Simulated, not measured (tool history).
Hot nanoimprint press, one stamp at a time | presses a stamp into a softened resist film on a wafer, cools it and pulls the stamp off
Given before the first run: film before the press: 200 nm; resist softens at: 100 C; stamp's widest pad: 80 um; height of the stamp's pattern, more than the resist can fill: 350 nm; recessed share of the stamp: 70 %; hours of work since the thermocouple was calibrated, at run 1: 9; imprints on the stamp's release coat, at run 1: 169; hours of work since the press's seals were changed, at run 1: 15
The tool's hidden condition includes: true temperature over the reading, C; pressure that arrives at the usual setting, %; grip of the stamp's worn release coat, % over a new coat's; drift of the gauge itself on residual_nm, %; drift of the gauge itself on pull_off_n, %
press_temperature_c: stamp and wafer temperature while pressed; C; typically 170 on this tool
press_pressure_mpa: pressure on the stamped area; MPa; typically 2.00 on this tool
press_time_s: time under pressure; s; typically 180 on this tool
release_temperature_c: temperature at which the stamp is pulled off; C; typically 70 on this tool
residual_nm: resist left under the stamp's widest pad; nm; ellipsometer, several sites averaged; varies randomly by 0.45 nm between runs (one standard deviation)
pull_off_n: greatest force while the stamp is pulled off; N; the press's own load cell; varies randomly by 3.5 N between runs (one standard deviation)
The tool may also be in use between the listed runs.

run	hour	press_temperature_c	press_pressure_mpa	press_time_s	release_temperature_c	hours of work since the thermocouple was calibrated	imprints on the stamp's release coat	hours of work since the press's seals were changed	residual_nm	pull_off_n
1	0.0	170	2.00	180	70	9	169	15	114.4	244
2	5.1	170	2.00	180	70	11	184	17	113.8	245
3	12.6	170	2.00	180	70	15	205	21	114.7	247
4	20.9	170	2.00	180	75	19	229	25	114.3	229
5	26.0	170	2.00	180	75	21	243	27	113.7	226
6	30.3	170	2.00	180	75	24	256	30	114.6	229
7	36.2	170	2.00	180	75	26	272	32	114.2	230
8	42.9	170	2.00	180	67	30	292	36	115.5	271
9	47.2	170	2.00	180	67	32	304	38	114.9	261
10	51.3	170	2.00	180	67	34	315	40	114.7	265
11	57.9	170	2.00	180	70	37	334	43	115.3	252
12	65.1	170	2.00	213	70	40	355	46	108.1	257
13	71.4	170	3.15	101	74	43	373	50	119.2	240
14	78.5	170	3.15	101	74	47	393	53	119.0	239
15	83.8	172	3.08	180	70	50	408	56	92.5	261
16	92.2	165	1.32	180	69	54	432	60	145.8	275
17	97.5	170	2.00	180	70	56	447	62	114.6	258
18	105.8	169	2.00	185	70	60	471	66	116.9	265
19	115.1	161	2.45	113	55	65	497	71	151.0	339
20	119.3	161	1.82	93	55	67	509	73	165.9	335
# hour 129.9: stamp cleaned and given a new release coat
21	133.7	161	1.82	93	55	71	11	77	165.3	298

3 ways to go on from here, each from the tool as it stands after run 21. What would each give?
A	139.4	161	1.20	93	55	74	27	80	?	?
B	139.4	168	2.00	180	70	74	27	80	?	?
C	139.4	176	1.29	180	64	74	27	80	?	?

run	residual_nm	pull_off_n
A	176.6	296
B	121.0	243
C	116.1	252
Without the tool's unlogged condition, the same runs would have read:
run	residual_nm	pull_off_n
A	175.8	293
B	119.5	240
C	114.9	249
